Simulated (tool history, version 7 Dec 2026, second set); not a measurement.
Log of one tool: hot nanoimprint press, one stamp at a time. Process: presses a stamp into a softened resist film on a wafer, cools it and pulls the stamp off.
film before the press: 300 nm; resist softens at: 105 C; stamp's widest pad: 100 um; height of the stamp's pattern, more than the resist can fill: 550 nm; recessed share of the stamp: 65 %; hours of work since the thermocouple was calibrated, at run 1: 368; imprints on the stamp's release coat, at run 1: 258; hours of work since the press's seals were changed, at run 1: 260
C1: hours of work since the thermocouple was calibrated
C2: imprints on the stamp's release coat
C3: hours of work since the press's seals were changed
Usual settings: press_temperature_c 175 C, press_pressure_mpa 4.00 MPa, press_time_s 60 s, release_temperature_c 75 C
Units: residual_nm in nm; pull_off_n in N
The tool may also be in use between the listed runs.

run 1 day=0.000 | press_temperature_c=175 press_pressure_mpa=4.00 press_time_s=60 release_temperature_c=75 | C1=368 C2=258 C3=260 | residual_nm=171.9 pull_off_n=139.1
run 2 day=0.404 | press_temperature_c=175 press_pressure_mpa=4.00 press_time_s=60 release_temperature_c=75 | C1=374 C2=296 C3=266 | residual_nm=172.1 pull_off_n=139.0
run 3 day=0.867 | press_temperature_c=175 press_pressure_mpa=4.00 press_time_s=60 release_temperature_c=83 | C1=381 C2=339 C3=273 | residual_nm=171.5 pull_off_n=110.1
run 4 day=1.350 | press_temperature_c=175 press_pressure_mpa=4.00 press_time_s=60 release_temperature_c=83 | C1=389 C2=384 C3=280 | residual_nm=171.4 pull_off_n=108.4
run 5 day=1.675 | press_temperature_c=175 press_pressure_mpa=4.00 press_time_s=60 release_temperature_c=75 | C1=393 C2=414 C3=285 | residual_nm=171.1 pull_off_n=142.5
run 6 day=2.129 | press_temperature_c=175 press_pressure_mpa=4.00 press_time_s=60 release_temperature_c=75 | C1=400 C2=457 C3=292 | residual_nm=170.9 pull_off_n=141.6
run 7 day=2.746 | press_temperature_c=169 press_pressure_mpa=4.00 press_time_s=60 release_temperature_c=75 | C1=409 C2=514 C3=301 | residual_nm=212.8 pull_off_n=143.2
run 8 day=3.271 | press_temperature_c=175 press_pressure_mpa=4.02 press_time_s=60 release_temperature_c=75 | C1=417 C2=563 C3=309 | residual_nm=170.4 pull_off_n=144.3
run 9 day=3.875 | press_temperature_c=175 press_pressure_mpa=4.02 press_time_s=60 release_temperature_c=75 | C1=426 C2=620 C3=318 | residual_nm=171.4 pull_off_n=144.2
run 10 day=4.550 | press_temperature_c=175 press_pressure_mpa=4.02 press_time_s=60 release_temperature_c=75 | C1=436 C2=683 C3=328 | residual_nm=170.8 pull_off_n=144.6
run 11 day=5.138 | press_temperature_c=175 press_pressure_mpa=4.02 press_time_s=60 release_temperature_c=75 | C1=445 C2=738 C3=336 | residual_nm=170.7 pull_off_n=145.9
run 12 day=5.504 | press_temperature_c=175 press_pressure_mpa=4.00 press_time_s=60 release_temperature_c=75 | C1=451 C2=772 C3=342 | residual_nm=170.9 pull_off_n=147.2
-- day=6.246 stamp cleaned and given a new release coat
run 13 day=6.338 | press_temperature_c=175 press_pressure_mpa=4.00 press_time_s=60 release_temperature_c=75 | C1=459 C2=8 C3=351 | residual_nm=169.8 pull_off_n=133.8
run 14 day=6.888 | press_temperature_c=175 press_pressure_mpa=4.00 press_time_s=60 release_temperature_c=75 | C1=468 C2=60 C3=359 | residual_nm=170.7 pull_off_n=135.1
run 15 day=7.329 | press_temperature_c=175 press_pressure_mpa=3.26 press_time_s=60 release_temperature_c=75 | C1=474 C2=101 C3=365 | residual_nm=184.5 pull_off_n=134.3
run 16 day=7.771 | press_temperature_c=175 press_pressure_mpa=3.26 press_time_s=38 release_temperature_c=61 | C1=481 C2=142 C3=372 | residual_nm=208.5 pull_off_n=189.2
run 17 day=8.371 | press_temperature_c=175 press_pressure_mpa=3.26 press_time_s=50 release_temperature_c=61 | C1=490 C2=198 C3=381 | residual_nm=194.6 pull_off_n=190.3
-- day=8.633 plate thermocouple calibrated
run 18 day=9.242 | press_temperature_c=176 press_pressure_mpa=2.64 press_time_s=101 release_temperature_c=73 | C1=9 C2=268 C3=392 | residual_nm=174.8 pull_off_n=153.2
run 19 day=9.558 | press_temperature_c=176 press_pressure_mpa=2.64 press_time_s=101 release_temperature_c=73 | C1=14 C2=297 C3=397 | residual_nm=174.7 pull_off_n=152.7
run 20 day=10.304 | press_temperature_c=182 press_pressure_mpa=4.95 press_time_s=57 release_temperature_c=64 | C1=25 C2=367 C3=408 | residual_nm=125.3 pull_off_n=187.2
run 21 day=11.042 | press_temperature_c=182 press_pressure_mpa=4.95 press_time_s=57 release_temperature_c=64 | C1=36 C2=436 C3=419 | residual_nm=125.6 pull_off_n=188.4
run 22 day=11.788 | press_temperature_c=177 press_pressure_mpa=2.58 press_time_s=60 release_temperature_c=75 | C1=47 C2=506 C3=430 | residual_nm=196.8 pull_off_n=147.2
run 23 day=12.171 | press_temperature_c=177 press_pressure_mpa=2.58 press_time_s=60 release_temperature_c=75 | C1=53 C2=541 C3=436 | residual_nm=196.2 pull_off_n=148.6
run 24 day=12.550 | press_temperature_c=177 press_pressure_mpa=2.58 press_time_s=60 release_temperature_c=75 | C1=58 C2=577 C3=441 | residual_nm=196.7 pull_off_n=148.9
run 25 day=13.238 | press_temperature_c=175 press_pressure_mpa=2.62 press_time_s=60 release_temperature_c=77 | C1=69 C2=641 C3=452 | residual_nm=209.3 pull_off_n=142.4
run 26 day=13.817 | press_temperature_c=175 press_pressure_mpa=2.62 press_time_s=60 release_temperature_c=77 | C1=77 C2=695 C3=460 | residual_nm=208.1 pull_off_n=142.3
run 27 day=14.408 | press_temperature_c=175 press_pressure_mpa=4.00 press_time_s=75 release_temperature_c=71 | C1=86 C2=750 C3=469 | residual_nm=168.5 pull_off_n=167.9
run 28 day=14.854 | press_temperature_c=176 press_pressure_mpa=4.00 press_time_s=75 release_temperature_c=71 | C1=93 C2=792 C3=476 | residual_nm=161.2 pull_off_n=166.1
-- day=15.354 stamp cleaned and given a new release coat
run 29 day=15.775 | press_temperature_c=176 press_pressure_mpa=4.00 press_time_s=75 release_temperature_c=71 | C1=103 C2=40 C3=486 | residual_nm=161.0 pull_off_n=154.5
run 30 day=16.183 | press_temperature_c=176 press_pressure_mpa=4.00 press_time_s=75 release_temperature_c=71 | C1=109 C2=78 C3=492 | residual_nm=161.2 pull_off_n=155.5

Hidden state or all else? Some run-to-run changes of residual_nm, split into what the settings, what came in and random variation would give without the hidden state, and what is left for the hidden state (with any gauge scatter that isn't in both results):
The hidden state here: true temperature over the reading, C; pressure that arrives at the usual setting, %; grip of the stamp's worn release coat, % over a new coat's; drift of the gauge itself on residual_nm, %; drift of the gauge itself on pull_off_n, %.
Run 7 -> 8: press_temperature_c 169 -> 175, press_pressure_mpa 4.00 -> 4.02. residual_nm -42.4 nm: hidden state +0.2, all else -42.6.
Run 17 -> 18: press_temperature_c 175 -> 176, press_pressure_mpa 3.26 -> 2.64, press_time_s 50 -> 101, release_temperature_c 61 -> 73, plate thermocouple calibrated. residual_nm -19.8 nm: hidden state +11.0, all else -30.8.
Run 19 -> 20: press_temperature_c 176 -> 182, press_pressure_mpa 2.64 -> 4.95, press_time_s 101 -> 57, release_temperature_c 73 -> 64. residual_nm -49.4 nm: hidden state +0.3, all else -49.7.
Run 21 -> 22: press_temperature_c 182 -> 177, press_pressure_mpa 4.95 -> 2.58, press_time_s 57 -> 60, release_temperature_c 64 -> 75. residual_nm +71.2 nm: hidden state -0.8, all else +72.0.
Run 26 -> 27: press_pressure_mpa 2.62 -> 4.00, press_time_s 60 -> 75, release_temperature_c 77 -> 71. residual_nm -39.6 nm: hidden state +0.7, all else -40.3.
